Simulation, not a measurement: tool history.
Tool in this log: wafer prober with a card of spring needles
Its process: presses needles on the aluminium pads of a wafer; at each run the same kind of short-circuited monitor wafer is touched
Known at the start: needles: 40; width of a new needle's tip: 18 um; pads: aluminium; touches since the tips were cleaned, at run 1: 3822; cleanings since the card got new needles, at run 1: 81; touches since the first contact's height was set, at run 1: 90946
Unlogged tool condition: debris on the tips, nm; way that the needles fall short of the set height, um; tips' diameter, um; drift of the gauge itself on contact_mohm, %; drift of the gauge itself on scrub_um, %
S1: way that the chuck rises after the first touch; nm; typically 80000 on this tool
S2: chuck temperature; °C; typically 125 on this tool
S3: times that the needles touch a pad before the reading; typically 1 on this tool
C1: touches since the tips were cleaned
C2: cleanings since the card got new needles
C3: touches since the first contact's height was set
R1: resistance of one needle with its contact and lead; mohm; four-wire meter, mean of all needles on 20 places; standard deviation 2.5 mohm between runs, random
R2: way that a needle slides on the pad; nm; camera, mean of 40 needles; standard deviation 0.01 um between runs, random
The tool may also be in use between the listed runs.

run    hour     S1   S2  S3    C1   C2     C3   R1     R2
  1     0.0  80000  125   1  3822   81  90946  288  16900
        6.7  -- tips cleaned on abrasive film
       13.6  -- height of the first contact set anew
       20.3  -- tips cleaned on abrasive film
       36.9  -- tips cleaned on abrasive film
       50.2  -- tips cleaned on abrasive film
       63.5  -- tips cleaned on abrasive film
  2    73.7  80000  125   1  5719   86  33525  289  16890
       77.1  -- tips cleaned on abrasive film
       90.4  -- tips cleaned on abrasive film
      103.7  -- tips cleaned on abrasive film
      120.2  -- tips cleaned on abrasive film
  3   127.2  80000  125   1  3897   90  63373  290  16900
      133.9  -- tips cleaned on abrasive film
      147.2  -- tips cleaned on abrasive film
      163.8  -- tips cleaned on abrasive film
      180.4  -- tips cleaned on abrasive film
      190.6  -- height of the first contact set anew
      197.3  -- tips cleaned on abrasive film
      211.5  -- tips cleaned on abrasive film
  4   211.5  80000  125   1     0   96  11676  281  16900
      228.1  -- tips cleaned on abrasive film
      244.7  -- tips cleaned on abrasive film
      261.3  -- tips cleaned on abrasive film
      274.6  -- tips cleaned on abrasive film
  5   285.5  80000  125   1  6124  100  53018  289  16870
      288.9  -- tips cleaned on abrasive film
      305.5  -- tips cleaned on abrasive film
      318.8  -- tips cleaned on abrasive film
      335.4  -- tips cleaned on abrasive film
      352.0  -- tips cleaned on abrasive film
  6   362.4  80000   61   1  5851  105  95946  272  16860
      365.8  -- tips cleaned on abrasive film
      366.1  -- height of the first contact set anew
      379.4  -- tips cleaned on abrasive film
      392.7  -- tips cleaned on abrasive film
      406.0  -- tips cleaned on abrasive film
  7   413.3  80000   61   1  4126  109  26371  267  16900
      420.0  -- tips cleaned on abrasive film
      436.6  -- tips cleaned on abrasive film
      453.2  -- tips cleaned on abrasive film
      466.5  -- tips cleaned on abrasive film
  8   468.9  80000   61   1  1353  113  57383  267  16850
      482.2  -- tips cleaned on abrasive film
      498.8  -- tips cleaned on abrasive film
  9   507.5  80000   61   1  4846  115  78913  271  16870
      514.1  -- tips cleaned on abrasive film
      527.4  -- tips cleaned on abrasive film
      540.7  -- tips cleaned on abrasive film
      541.0  -- height of the first contact set anew
      557.6  -- tips cleaned on abrasive film
      574.2  -- tips cleaned on abrasive film
      590.8  -- tips cleaned on abrasive film
 10   592.3  80000   61   1   827  121  28632  272  16840
      605.6  -- tips cleaned on abrasive film
      622.2  -- tips cleaned on abrasive film
      638.4  -- tips cleaned on abrasive film
 11   638.4  99000   61   1     0  124  54357  265  20870
      655.0  -- tips cleaned on abrasive film
      668.3  -- tips cleaned on abrasive film
      681.6  -- tips cleaned on abrasive film
      697.5  -- tips cleaned on abrasive film
 12   697.5  80000  110   1     0  128  87358  280  16840
      710.8  -- tips cleaned on abrasive film
      717.7  -- height of the first contact set anew
      724.4  -- tips cleaned on abrasive film
      741.0  -- tips cleaned on abrasive film
      754.3  -- tips cleaned on abrasive film
      770.9  -- tips cleaned on abrasive film
      784.2  -- tips cleaned on abrasive film
 13   785.7  62000  125   1   871  134  37946  288  13040
      799.0  -- tips cleaned on abrasive film
      815.6  -- tips cleaned on abrasive film
      832.2  -- tips cleaned on abrasive film
      845.5  -- tips cleaned on abrasive film
 14   845.7  87000   48   2   100  138  71414  267  18290
      859.0  -- tips cleaned on abrasive film
      872.3  -- tips cleaned on abrasive film
      885.6  -- tips cleaned on abrasive film
      895.8  -- height of the first contact set anew
      902.5  -- tips cleaned on abrasive film
      915.7  -- tips cleaned on abrasive film
      930.1  -- tips cleaned on abrasive film
 15   930.1  87000  119   1     0  144  19114  288  18300
      946.7  -- tips cleaned on abrasive film
      960.0  -- tips cleaned on abrasive film
      973.2  -- tips cleaned on abrasive film
      986.5  -- tips cleaned on abrasive film
     1003.1  -- tips cleaned on abrasive film
 16  1012.8  87000  119   1  5453  149  65347  293  18280
     1019.5  -- tips cleaned on abrasive film
     1032.8  -- tips cleaned on abrasive film
     1049.4  -- tips cleaned on abrasive film
 17  1058.2  65000   44   1  4904  152  90643  272  13660
     1064.9  -- tips cleaned on abrasive film
     1071.8  -- height of the first contact set anew
     1078.5  -- tips cleaned on abrasive film
     1091.7  -- tips cleaned on abrasive film
     1108.3  -- tips cleaned on abrasive film
 18  1114.5  83000   60   1  3470  156  23861  271  17440
     1124.5  -- tips cleaned on abrasive film
     1137.8  -- tips cleaned on abrasive film
     1154.4  -- tips cleaned on abrasive film
 19  1166.1  83000   60   2  6569  159  52674  269  17420
     1169.5  -- tips cleaned on abrasive film
     1182.8  -- tips cleaned on abrasive film
     1196.1  -- tips cleaned on abrasive film
     1209.4  -- tips cleaned on abrasive film
     1226.0  -- tips cleaned on abrasive film
 20  1239.2  69000   74   3  7408  164  93450  273  14490
     1242.6  -- tips cleaned on abrasive film
     1249.5  -- height of the first contact set anew
     1256.2  -- tips cleaned on abrasive film
     1272.7  -- tips cleaned on abrasive film
     1287.8  -- tips cleaned on abrasive film
 21  1287.8  80000   29   1     0  168  21388  263  16790
     1301.1  -- tips cleaned on abrasive film
     1317.7  -- tips cleaned on abrasive film
 22  1323.8  80000   29   1  3444  170  41515  261  16790
     1333.8  -- tips cleaned on abrasive film
     1350.4  -- tips cleaned on abrasive film
     1363.7  -- tips cleaned on abrasive film
     1380.3  -- tips cleaned on abrasive film
 23  1392.6  80000   29   1  6881  174  79908  261  16780
     1396.0  -- tips cleaned on abrasive film
     1412.6  -- tips cleaned on abrasive film
     1426.0  -- height of the first contact set anew
     1429.4  -- tips cleaned on abrasive film
     1442.7  -- tips cleaned on abrasive film
 24  1446.0  91000   40   1  1853  178  11122  261  19060
     1458.7  -- tips cleaned on abrasive film
     1475.3  -- tips cleaned on abrasive film
     1491.9  -- tips cleaned on abrasive film
     1505.2  -- tips cleaned on abrasive film
 25  1505.7  81000   63   1   274  182  44424  269  16960

What would each run have given without the hidden state, its run-to-run variation left as it was?
run     R2
  1  16900
  2  16900
  3  16910
  4  16920
  5  16900
  6  16900
  7  16940
  8  16900
  9  16920
 10  16900
 11  20950
 12  16910
 13  13100
 14  18380
 15  18400
 16  18390
 17  13750
 18  17560
 19  17540
 20  14600
 21  16920
 22  16920
 23  16920
 24  19220
 25  17120
R1: at most 1 mohm away from the measurement, every run.

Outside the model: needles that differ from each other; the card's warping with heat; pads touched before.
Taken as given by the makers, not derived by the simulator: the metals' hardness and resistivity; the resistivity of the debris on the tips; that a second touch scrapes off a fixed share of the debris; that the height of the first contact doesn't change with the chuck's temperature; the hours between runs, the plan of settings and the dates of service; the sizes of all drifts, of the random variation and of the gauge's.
